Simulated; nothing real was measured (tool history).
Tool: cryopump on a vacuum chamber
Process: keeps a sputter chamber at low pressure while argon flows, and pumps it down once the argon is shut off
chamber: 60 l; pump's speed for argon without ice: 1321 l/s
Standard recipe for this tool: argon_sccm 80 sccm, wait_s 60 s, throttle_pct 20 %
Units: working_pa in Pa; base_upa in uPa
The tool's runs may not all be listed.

run	hour	argon_sccm	wait_s	throttle_pct	working_pa	base_upa
1	0	80	60	20	0.5292	1.9
2	26.6	80	60	20	0.5337	1.93
3	48	80	60	20	0.528	2.05
4	67.2	80	60	20	0.5322	1.98
5	94.1	80	60	20	0.5331	2.02
6	124.3	80	60	20	0.5355	2.07
7	161.6	80	60	20	0.535	2.12
8	198.5	80	60	20	0.54	2.21
9	218.6	80	60	26	0.4194	2.18
10	248.3	80	60	26	0.4271	2.31
11	266.2	80	60	26	0.4248	2.27
12	309	61	60	20	0.4168	2.45
# hour 323: pump warmed up, emptied and cooled again
13	331.8	61	60	20	0.3959	1.95
14	362.1	61	60	20	0.3925	2.04
15	396.2	61	132	20	0.3931	1.71
16	415.6	61	132	20	0.3936	1.74
17	456.2	80	60	20	0.5151	2.2
18	495.7	80	35	55	0.195	2.61

The next listed run, before its measurement:
19	520.5	49	60	20	?	?

{"run 19": {"working_pa": 0.3204, "base_upa": 2.2}}
Take away the tool's hidden state, keep the run-to-run variation as it was, and the same run would have given working_pa 0.3136 Pa, base_upa 0.76 uPa.
